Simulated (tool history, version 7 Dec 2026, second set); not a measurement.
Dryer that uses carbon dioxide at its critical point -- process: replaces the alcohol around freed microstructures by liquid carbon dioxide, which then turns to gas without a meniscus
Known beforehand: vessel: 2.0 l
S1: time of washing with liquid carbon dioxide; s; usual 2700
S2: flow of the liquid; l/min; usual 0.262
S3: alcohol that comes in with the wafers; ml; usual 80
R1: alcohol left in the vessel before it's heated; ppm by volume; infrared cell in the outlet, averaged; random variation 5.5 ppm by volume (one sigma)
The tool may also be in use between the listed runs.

| run | hour | S1 | S2 | S3 | R1 |
|---|---|---|---|---|---|
| 1 | 0 | 2700 | 0.262 | 80 | 239 |
| 2 | 13.5 | 2700 | 0.262 | 80 | 232 |
| 3 | 25.9 | 2700 | 0.262 | 80 | 241 |
| 4 | 40.1 | 2700 | 0.262 | 80 | 248 |
| 5 | 51.3 | 2700 | 0.262 | 80 | 251 |
| 6 | 75.4 | 2520 | 0.262 | 80 | 380 |
| 7 | 96 | 2520 | 0.262 | 80 | 365 |
| 8 | 116.2 | 2520 | 0.262 | 80 | 367 |
| 9 | 138.8 | 2700 | 0.262 | 80 | 281 |
| 10 | 151.3 | 2700 | 0.306 | 80 | 141 |
|  | 156 | inlet filter changed |
| 11 | 170.1 | 2700 | 0.172 | 80 | 1198 |
| 12 | 186.2 | 2700 | 0.172 | 80 | 1215 |
| 13 | 209.1 | 2700 | 0.172 | 80 | 1229 |
| 14 | 228.4 | 2700 | 0.172 | 80 | 1256 |
| 15 | 245.9 | 1920 | 0.172 | 80 | 3359 |
| 16 | 269.2 | 2040 | 0.262 | 34 | 333 |
| 17 | 279.2 | 2220 | 0.262 | 34 | 243 |
| 18 | 297.3 | 2700 | 0.42 | 80 | 65 |
| 19 | 316.8 | 1680 | 0.415 | 80 | 211 |
| 20 | 336 | 2700 | 0.262 | 69 | 230 |
| 21 | 355.2 | 2700 | 0.262 | 101 | 298 |
| 22 | 378.2 | 3600 | 0.163 | 101 | 758 |
| 23 | 402.3 | 1740 | 0.372 | 41 | 212 |
| 24 | 417.5 | 2280 | 0.218 | 21 | 334 |
| 25 | 439.3 | 3900 | 0.218 | 68 | 147 |
| 26 | 451.9 | 3900 | 0.218 | 68 | 160 |
| 27 | 473.6 | 3900 | 0.218 | 68 | 151 |
| 28 | 494 | 4260 | 0.414 | 68 | 91 |
| 29 | 504.4 | 4260 | 0.414 | 68 | 110 |

Measured less the same run without the tool's hidden state. The same run-to-run variation is in both; the gauge's scatter may not be:
What the log doesn't record here: flow that reaches the vessel past the clogged filter, %; alcohol in the recycled carbon dioxide, ppm; drift of the gauge itself on alcohol_ppm, %.
| run | R1 |
|---|---|
| 1 | +84 |
| 2 | +87 |
| 3 | +91 |
| 4 | +95 |
| 5 | +99 |
| 6 | +142 |
| 7 | +144 |
| 8 | +151 |
| 9 | +130 |
| 10 | +79 |
| 11 | +47 |
| 12 | +59 |
| 13 | +74 |
| 14 | +90 |
| 15 | +149 |
| 16 | +71 |
| 17 | +70 |
| 18 | +61 |
| 19 | +77 |
| 20 | +85 |
| 21 | +99 |
| 22 | +155 |
| 23 | +99 |
| 24 | +110 |
| 25 | +99 |
| 26 | +101 |
| 27 | +108 |
| 28 | +91 |
| 29 | +101 |

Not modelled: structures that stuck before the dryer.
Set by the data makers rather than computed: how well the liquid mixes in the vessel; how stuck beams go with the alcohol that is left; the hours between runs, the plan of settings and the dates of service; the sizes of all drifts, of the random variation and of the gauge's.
